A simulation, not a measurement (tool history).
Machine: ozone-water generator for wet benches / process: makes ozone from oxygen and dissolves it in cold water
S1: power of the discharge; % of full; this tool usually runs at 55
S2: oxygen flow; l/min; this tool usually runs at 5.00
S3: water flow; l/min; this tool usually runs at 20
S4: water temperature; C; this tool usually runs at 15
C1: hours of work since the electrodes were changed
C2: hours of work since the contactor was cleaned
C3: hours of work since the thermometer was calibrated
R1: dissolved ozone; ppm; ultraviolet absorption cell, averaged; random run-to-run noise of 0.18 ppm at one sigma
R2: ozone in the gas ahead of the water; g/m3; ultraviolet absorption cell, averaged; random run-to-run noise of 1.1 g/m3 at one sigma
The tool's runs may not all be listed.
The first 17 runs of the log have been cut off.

Run 18, hour 579.4: usual settings but S1 78 % of full, S2 3.67 l/min, S3 21 l/min, S4 12 C; C1 411; C2 3450; C3 3176. Result: R1 29.9 ppm, R2 290.9 g/m3.
Run 19, hour 610.0: usual settings but S1 78 % of full, S2 3.67 l/min, S3 12 l/min, S4 12 C; C1 431; C2 3470; C3 3196. Result: R1 47.0 ppm, R2 290.2 g/m3.
Run 20, hour 647.1: usual settings but S1 87 % of full, S2 7.37 l/min, S3 13 l/min, S4 9 C; C1 454; C2 3494; C3 3219. Result: R1 49.3 ppm, R2 214.6 g/m3.
Run 21, hour 670.6: usual settings but S1 87 % of full, S2 7.37 l/min, S3 13 l/min, S4 9 C; C1 469; C2 3509; C3 3234. Result: R1 49.5 ppm, R2 213.5 g/m3.
Run 22, hour 699.4: usual settings but S1 87 % of full, S2 7.37 l/min, S3 13 l/min, S4 9 C; C1 488; C2 3527; C3 3253. Result: R1 49.1 ppm, R2 213.2 g/m3.
Run 23, hour 736.6: usual settings but S2 4.62 l/min, S3 13 l/min; C1 511; C2 3551; C3 3277. Result: R1 35.3 ppm, R2 209.2 g/m3.
Run 24, hour 762.6: usual settings but S1 86 % of full, S4 19 C; C1 528; C2 3567; C3 3293. Result: R1 31.8 ppm, R2 256.3 g/m3.
Run 25, hour 807.5: usual settings but S1 88 % of full, S2 5.41 l/min, S3 27 l/min, S4 8 C; C1 557; C2 3596; C3 3322. Result: R1 28.2 ppm, R2 254.7 g/m3.
Run 26, hour 839.5: usual settings but S1 88 % of full, S2 5.41 l/min, S3 27 l/min, S4 8 C; C1 577; C2 3616; C3 3342. Result: R1 28.5 ppm, R2 252.1 g/m3.
Run 27, hour 872.9: usual settings but S1 96 % of full, S3 14 l/min; C1 599; C2 3638; C3 3364. Result: R1 46.2 ppm, R2 273.3 g/m3.
Run 28, hour 901.7: usual settings but S1 87 % of full, S2 6.03 l/min, S3 22 l/min, S4 10 C; C1 617; C2 3656; C3 3382. Result: R1 33.8 ppm, R2 238.0 g/m3.
Run 29, hour 931.2: usual settings but S1 95 % of full, S2 6.74 l/min, S3 17 l/min, S4 8 C; C1 636; C2 3675; C3 3401. Result: R1 44.2 ppm, R2 233.5 g/m3.
Run 30, hour 972.6: usual settings but S1 60 % of full, S2 2.93 l/min, S3 32 l/min, S4 16 C; C1 662; C2 3701; C3 3427. Result: R1 15.5 ppm, R2 275.9 g/m3.

Run 31 has not been measured yet. What should we expect?
Run 31, hour 994.2: usual settings but S1 60 % of full, S2 2.93 l/min, S3 32 l/min, S4 16 C; C1 676; C2 3715; C3 3441. Result: R1 ?, R2 ?.

{"run 31": {"R1": 15.4, "R2": 278.7}}
Had the tool carried no hidden state, the very same run would have given R1 15.4 ppm, R2 286.4 g/m3.
